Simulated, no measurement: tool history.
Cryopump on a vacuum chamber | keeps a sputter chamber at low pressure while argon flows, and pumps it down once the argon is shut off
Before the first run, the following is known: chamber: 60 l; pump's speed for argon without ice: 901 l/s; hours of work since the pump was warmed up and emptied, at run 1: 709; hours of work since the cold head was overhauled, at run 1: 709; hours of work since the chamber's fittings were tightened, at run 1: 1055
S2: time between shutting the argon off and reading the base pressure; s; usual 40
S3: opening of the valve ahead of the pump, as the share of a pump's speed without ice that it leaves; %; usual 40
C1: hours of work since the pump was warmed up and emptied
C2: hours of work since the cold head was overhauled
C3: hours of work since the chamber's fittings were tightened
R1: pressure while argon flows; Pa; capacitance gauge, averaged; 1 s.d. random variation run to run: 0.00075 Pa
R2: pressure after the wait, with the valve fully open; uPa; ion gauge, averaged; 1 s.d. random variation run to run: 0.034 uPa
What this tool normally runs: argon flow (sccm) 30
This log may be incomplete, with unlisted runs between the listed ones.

{"run": 1, "day": 0.0, "argon flow (sccm)": 30, "S2": 40, "S3": 40, "C1": 709, "C2": 709, "C3": 1055, "R1": 0.1485, "R2": 3.44}
{"run": 2, "day": 4.1, "argon flow (sccm)": 30, "S2": 40, "S3": 40, "C1": 777, "C2": 777, "C3": 1123, "R1": 0.1492, "R2": 3.57}
{"run": 3, "day": 7.867, "argon flow (sccm)": 30, "S2": 40, "S3": 40, "C1": 839, "C2": 839, "C3": 1185, "R1": 0.1513, "R2": 3.71}
{"day": 12.408, "done": "pump warmed up, emptied and cooled again"}
{"run": 4, "day": 12.75, "argon flow (sccm)": 30, "S2": 48, "S3": 40, "C1": 6, "C2": 916, "C3": 1262, "R1": 0.1422, "R2": 3.18}
{"run": 5, "day": 16.112, "argon flow (sccm)": 30, "S2": 48, "S3": 40, "C1": 61, "C2": 972, "C3": 1318, "R1": 0.1419, "R2": 3.37}
{"run": 6, "day": 20.008, "argon flow (sccm)": 30, "S2": 53, "S3": 40, "C1": 126, "C2": 1036, "C3": 1382, "R1": 0.1436, "R2": 3.35}
{"run": 7, "day": 22.796, "argon flow (sccm)": 30, "S2": 40, "S3": 40, "C1": 172, "C2": 1082, "C3": 1428, "R1": 0.1441, "R2": 3.87}
{"run": 8, "day": 24.8, "argon flow (sccm)": 30, "S2": 40, "S3": 40, "C1": 205, "C2": 1115, "C3": 1461, "R1": 0.1443, "R2": 3.89}
{"run": 9, "day": 29.096, "argon flow (sccm)": 30, "S2": 37, "S3": 40, "C1": 276, "C2": 1186, "C3": 1532, "R1": 0.1458, "R2": 4.17}
{"run": 10, "day": 33.117, "argon flow (sccm)": 57, "S2": 96, "S3": 40, "C1": 342, "C2": 1253, "C3": 1599, "R1": 0.2749, "R2": 3.37}
{"run": 11, "day": 37.038, "argon flow (sccm)": 21, "S2": 293, "S3": 25, "C1": 407, "C2": 1318, "C3": 1664, "R1": 0.1614, "R2": 2.98}
{"run": 12, "day": 40.225, "argon flow (sccm)": 43, "S2": 177, "S3": 40, "C1": 460, "C2": 1370, "C3": 1716, "R1": 0.2113, "R2": 3.23}
{"run": 13, "day": 44.708, "argon flow (sccm)": 31, "S2": 143, "S3": 25, "C1": 534, "C2": 1444, "C3": 1790, "R1": 0.2401, "R2": 3.44}
{"run": 14, "day": 46.979, "argon flow (sccm)": 31, "S2": 143, "S3": 25, "C1": 571, "C2": 1482, "C3": 1828, "R1": 0.241, "R2": 3.6}
{"run": 15, "day": 51.167, "argon flow (sccm)": 16, "S2": 205, "S3": 40, "C1": 641, "C2": 1551, "C3": 1897, "R1": 0.0785, "R2": 3.62}

Predict each of these 5 candidate next runs independently; none follows another, all start after run 15:
{"run": "A", "day": 55.046, "argon flow (sccm)": 16, "S2": 205, "S3": 49, "C1": 705, "C2": 1615, "C3": 1961, "R1": "?", "R2": "?"}
{"run": "B", "day": 55.046, "argon flow (sccm)": 56, "S2": 157, "S3": 57, "C1": 705, "C2": 1615, "C3": 1961, "R1": "?", "R2": "?"}
{"run": "C", "day": 55.046, "argon flow (sccm)": 31, "S2": 40, "S3": 40, "C1": 705, "C2": 1615, "C3": 1961, "R1": "?", "R2": "?"}
{"run": "D", "day": 55.046, "argon flow (sccm)": 16, "S2": 285, "S3": 40, "C1": 705, "C2": 1615, "C3": 1961, "R1": "?", "R2": "?"}
{"run": "E", "day": 55.046, "argon flow (sccm)": 18, "S2": 89, "S3": 24, "C1": 705, "C2": 1615, "C3": 1961, "R1": "?", "R2": "?"}

run=A R1=0.0656 R2=3.7
run=B R1=0.2015 R2=3.84
run=C R1=0.1557 R2=5.02
run=D R1=0.0789 R2=3.57
run=E R1=0.1462 R2=4.09
With no hidden state in the tool, these same runs would have given:
run=A R1=0.0604 R2=0.6
run=B R1=0.1834 R2=0.73
run=C R1=0.1456 R2=1.87
run=D R1=0.0737 R2=0.54
run=E R1=0.1403 R2=1
